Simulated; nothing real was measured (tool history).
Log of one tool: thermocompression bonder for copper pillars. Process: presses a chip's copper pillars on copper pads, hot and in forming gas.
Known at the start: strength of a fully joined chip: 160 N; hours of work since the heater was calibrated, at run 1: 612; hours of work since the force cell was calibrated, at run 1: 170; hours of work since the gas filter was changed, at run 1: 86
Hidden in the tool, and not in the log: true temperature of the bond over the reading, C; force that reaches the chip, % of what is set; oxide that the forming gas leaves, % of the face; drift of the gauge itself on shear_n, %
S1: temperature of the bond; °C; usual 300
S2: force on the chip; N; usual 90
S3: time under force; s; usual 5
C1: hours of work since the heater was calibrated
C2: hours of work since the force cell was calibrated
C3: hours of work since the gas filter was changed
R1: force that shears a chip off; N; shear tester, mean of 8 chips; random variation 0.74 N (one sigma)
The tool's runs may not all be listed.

{"run": 1, "hour": 0.0, "S1": 300, "S2": 90, "S3": 5, "C1": 612, "C2": 170, "C3": 86, "R1": 86.3}
{"run": 2, "hour": 27.4, "S1": 300, "S2": 90, "S3": 5, "C1": 628, "C2": 186, "C3": 102, "R1": 86.4}
{"run": 3, "hour": 70.9, "S1": 300, "S2": 67, "S3": 5, "C1": 654, "C2": 212, "C3": 128, "R1": 63.8}
{"run": 4, "hour": 104.1, "S1": 300, "S2": 67, "S3": 5, "C1": 674, "C2": 231, "C3": 148, "R1": 63.4}
{"run": 5, "hour": 134.4, "S1": 300, "S2": 90, "S3": 5, "C1": 692, "C2": 249, "C3": 165, "R1": 83.5}
{"run": 6, "hour": 177.5, "S1": 302, "S2": 90, "S3": 5, "C1": 717, "C2": 275, "C3": 191, "R1": 83.7}
{"run": 7, "hour": 219.5, "S1": 302, "S2": 90, "S3": 5, "C1": 742, "C2": 300, "C3": 216, "R1": 84.3}
{"hour": 240.9, "done": "forming gas filter changed"}
{"run": 8, "hour": 247.1, "S1": 302, "S2": 90, "S3": 5, "C1": 758, "C2": 316, "C3": 4, "R1": 89.7}
{"run": 9, "hour": 289.0, "S1": 300, "S2": 90, "S3": 3, "C1": 783, "C2": 340, "C3": 28, "R1": 73.9}
{"run": 10, "hour": 314.3, "S1": 300, "S2": 90, "S3": 5, "C1": 798, "C2": 355, "C3": 43, "R1": 88.0}
{"run": 11, "hour": 340.3, "S1": 300, "S2": 104, "S3": 5, "C1": 813, "C2": 371, "C3": 59, "R1": 96.6}
{"run": 12, "hour": 382.8, "S1": 300, "S2": 104, "S3": 5, "C1": 838, "C2": 396, "C3": 84, "R1": 96.5}
{"run": 13, "hour": 404.0, "S1": 300, "S2": 98, "S3": 5, "C1": 851, "C2": 409, "C3": 97, "R1": 92.9}
{"run": 14, "hour": 441.5, "S1": 300, "S2": 90, "S3": 7, "C1": 873, "C2": 431, "C3": 119, "R1": 95.4}
{"run": 15, "hour": 473.3, "S1": 298, "S2": 96, "S3": 14, "C1": 892, "C2": 450, "C3": 138, "R1": 117.2}
{"run": 16, "hour": 499.9, "S1": 298, "S2": 96, "S3": 14, "C1": 908, "C2": 465, "C3": 153, "R1": 114.4}
{"run": 17, "hour": 521.5, "S1": 287, "S2": 122, "S3": 4, "C1": 921, "C2": 478, "C3": 166, "R1": 92.4}
{"run": 18, "hour": 561.5, "S1": 300, "S2": 112, "S3": 3, "C1": 944, "C2": 502, "C3": 190, "R1": 84.3}
{"run": 19, "hour": 593.4, "S1": 300, "S2": 112, "S3": 3, "C1": 963, "C2": 521, "C3": 209, "R1": 85.6}
{"hour": 626.2, "done": "forming gas filter changed"}
{"run": 20, "hour": 628.9, "S1": 271, "S2": 104, "S3": 5, "C1": 984, "C2": 541, "C3": 2, "R1": 81.2}
{"run": 21, "hour": 675.3, "S1": 300, "S2": 90, "S3": 9, "C1": 1011, "C2": 569, "C3": 29, "R1": 104.7}
{"run": 22, "hour": 700.2, "S1": 305, "S2": 79, "S3": 9, "C1": 1026, "C2": 584, "C3": 44, "R1": 97.0}
{"run": 23, "hour": 744.1, "S1": 305, "S2": 79, "S3": 9, "C1": 1052, "C2": 610, "C3": 70, "R1": 96.5}
{"run": 24, "hour": 778.1, "S1": 300, "S2": 90, "S3": 6, "C1": 1072, "C2": 630, "C3": 90, "R1": 90.3}
{"run": 25, "hour": 799.7, "S1": 300, "S2": 90, "S3": 6, "C1": 1085, "C2": 643, "C3": 103, "R1": 90.7}

Forecast each of these 3 alternatives for the next run:
{"run": "A", "hour": 823.5, "S1": 281, "S2": 67, "S3": 7, "C1": 1099, "C2": 657, "C3": 117, "R1": "?"}
{"run": "B", "hour": 823.5, "S1": 300, "S2": 90, "S3": 4, "C1": 1099, "C2": 657, "C3": 117, "R1": "?"}
{"run": "C", "hour": 823.5, "S1": 314, "S2": 63, "S3": 3, "C1": 1099, "C2": 657, "C3": 117, "R1": "?"}

run=A R1=61.3
run=B R1=79.0
run=C R1=54.8
Without the tool's hidden state the same runs would have given:
run=A R1=64.7
run=B R1=82.8
run=C R1=57.4

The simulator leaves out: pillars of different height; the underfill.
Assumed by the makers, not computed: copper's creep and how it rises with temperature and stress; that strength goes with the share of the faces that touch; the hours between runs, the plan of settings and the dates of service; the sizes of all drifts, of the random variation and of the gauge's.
